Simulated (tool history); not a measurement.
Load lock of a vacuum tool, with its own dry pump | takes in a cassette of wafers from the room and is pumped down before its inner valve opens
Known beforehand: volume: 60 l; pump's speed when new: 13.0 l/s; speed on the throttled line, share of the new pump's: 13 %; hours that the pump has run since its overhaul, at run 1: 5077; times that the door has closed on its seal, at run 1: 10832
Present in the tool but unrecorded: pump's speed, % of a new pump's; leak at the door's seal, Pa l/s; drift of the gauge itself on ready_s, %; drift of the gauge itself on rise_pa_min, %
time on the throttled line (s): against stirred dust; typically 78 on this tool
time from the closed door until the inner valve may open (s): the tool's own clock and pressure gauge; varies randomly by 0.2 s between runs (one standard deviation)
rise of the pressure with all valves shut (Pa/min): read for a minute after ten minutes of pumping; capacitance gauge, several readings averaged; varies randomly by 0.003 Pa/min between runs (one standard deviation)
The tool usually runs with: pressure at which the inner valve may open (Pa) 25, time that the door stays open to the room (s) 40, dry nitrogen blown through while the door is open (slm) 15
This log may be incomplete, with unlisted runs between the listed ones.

run	day	time on the throttled line (s)	pressure at which the inner valve may open (Pa)	time that the door stays open to the room (s)	dry nitrogen blown through while the door is open (slm)	hours that the pump has run since its overhaul	times that the door has closed on its seal	incoming humidity of the room's air, %	time from the closed door until the inner valve may open (s)	rise of the pressure with all valves shut (Pa/min)
1	0	78	25	40	15	5077	10832	43.3	106.5	0.042
2	3.804	78	25	40	15	5169	11200	49.2	107.1	0.045
3	7.383	78	25	40	15	5254	11547	43.7	106.5	0.042
4	12.954	78	25	40	15	5388	12087	45.5	106.3	0.043
5	17.667	78	25	40	15	5501	12544	46.1	106.5	0.045
6	20.892	78	25	105	15	5579	12857	46.2	106.9	0.067
7	24.917	78	25	105	15	5675	13247	43	107.3	0.062
8	29.317	78	25	105	15	5781	13674	46.1	107.1	0.064
9	34.233	78	25	105	15	5899	14151	44	107.1	0.066
10	38.888	78	25	105	15	6011	14602	46.6	106.9	0.066
11	43.225	78	25	39	15	6115	15022	42.6	106.9	0.052
12	47.096	78	25	40	15	6208	15398	48.3	106.7	0.051
13	49.592	113	25	40	15	6267	15640	43.8	137.3	0.053
14	52.733	113	25	40	15	6343	15944	43.4	137.2	0.051
15	57.708	78	25	40	15	6462	16427	45.2	107.1	0.054
16	60.592	78	25	40	15	6531	16706	46.7	106.9	0.057
17	64.946	78	25	40	5	6636	17128	44.5	106.4	0.07
18	69.058	138	25	40	9	6735	17527	43.4	158.8	0.068
19	71.888	82	25	40	4	6803	17801	46.3	110.7	0.073
20	76.008	78	24	40	15	6901	18201	46.7	107.3	0.061
21	79.483	78	48	40	15	6985	18538	43.6	104.2	0.059
22	81.788	78	48	40	15	7040	18761	45.6	104.1	0.069
23	86.5	78	48	40	15	7153	19218	44.5	103.7	0.056
24	91.425	78	48	40	15	7271	19696	46.9	104.2	0.06
25	93.788	111	48	40	15	7328	19925	42	132.4	0.061
26	97.496	44	48	105	7	7417	20284	42.6	74.5	0.087
27	100.017	59	36	50	12	7478	20529	45.2	88.7	0.072
28	104.929	78	26	40	31	7596	21005	44.3	106.9	0.062
29	108.071	44	45	36	8	7671	21309	44.8	75.1	0.069

Selected run-to-run steps in time from the closed door until the inner valve may open (s), each split into two signed amounts: the part the tool would show with no hidden state at all (from settings, incoming material and random variation), and the remainder, which goes to the hidden state together with any gauge scatter not common to the measured and the hidden-state-free results:
Run 17 -> 18: time on the throttled line (s) 78 -> 138, dry nitrogen blown through while the door is open (slm) 5 -> 9. time from the closed door until the inner valve may open (s) +52.4: hidden state -0.3, all else +52.7.
Run 18 -> 19: time on the throttled line (s) 138 -> 82, dry nitrogen blown through while the door is open (slm) 9 -> 4. time from the closed door until the inner valve may open (s) -48.1: hidden state +0.3, all else -48.4.
Run 25 -> 26: time on the throttled line (s) 111 -> 44, time that the door stays open to the room (s) 40 -> 105, dry nitrogen blown through while the door is open (slm) 15 -> 7. time from the closed door until the inner valve may open (s) -57.9: hidden state +0.2, all else -58.1.

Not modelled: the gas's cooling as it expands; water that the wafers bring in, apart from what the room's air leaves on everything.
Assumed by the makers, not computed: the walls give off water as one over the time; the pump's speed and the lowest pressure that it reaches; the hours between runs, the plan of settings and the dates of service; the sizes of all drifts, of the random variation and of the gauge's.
